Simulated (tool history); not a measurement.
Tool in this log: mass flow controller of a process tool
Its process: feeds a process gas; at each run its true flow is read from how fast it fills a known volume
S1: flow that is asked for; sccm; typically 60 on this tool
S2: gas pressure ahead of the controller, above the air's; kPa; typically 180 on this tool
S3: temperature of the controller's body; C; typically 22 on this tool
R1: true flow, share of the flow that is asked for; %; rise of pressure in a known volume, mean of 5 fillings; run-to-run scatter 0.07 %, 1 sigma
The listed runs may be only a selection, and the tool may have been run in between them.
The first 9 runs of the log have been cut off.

run     hour   S1   S2  S3     R1
 10   3839.5  191  180  22  99.70
 11   4308.2  191  180  22  99.75
 12   4545.5   60  180  22  98.05
 13   4818.5   60  251  22  97.77
 14   5252.7   60  251  22  97.82
 15   5629.4   60  251  22  97.78
 16   6214.0   60  141  22  98.24
 17   6464.7   60  180  22  98.10
 18   7031.2   60  180  22  98.12
 19   7344.8   60  180  22  98.04
 20   7769.9   79  227  26  98.46
 21   8249.2   55  180  38  99.65
 22   8624.7   78  264  24  98.07
 23   8915.7   32  180  22  97.61
 24   9416.7   32  180  22  97.70
 25   9851.6   32  180  22  97.64
 26  10183.9   42  144  27  98.61
     10531.7  -- controller's zero set anew
 27  10541.4   58  195  27  98.42
 28  10782.4  147  228  30  99.61
 29  11082.9  147  240  23  98.81
 30  11496.5   60  225  32  98.88
 31  11843.4   31  142  29  98.60
 32  12184.9   60  210  22  97.96
 33  12770.5   60  210  22  97.79
 34  13151.0   44  210  24  97.84

What does the tool deliver on the next run?
 35  13710.8  35  246  34   ?

R1: 98.68 %
With the hidden condition absent and the run-to-run variation left alone, this run would have shown R1 98.69 %.

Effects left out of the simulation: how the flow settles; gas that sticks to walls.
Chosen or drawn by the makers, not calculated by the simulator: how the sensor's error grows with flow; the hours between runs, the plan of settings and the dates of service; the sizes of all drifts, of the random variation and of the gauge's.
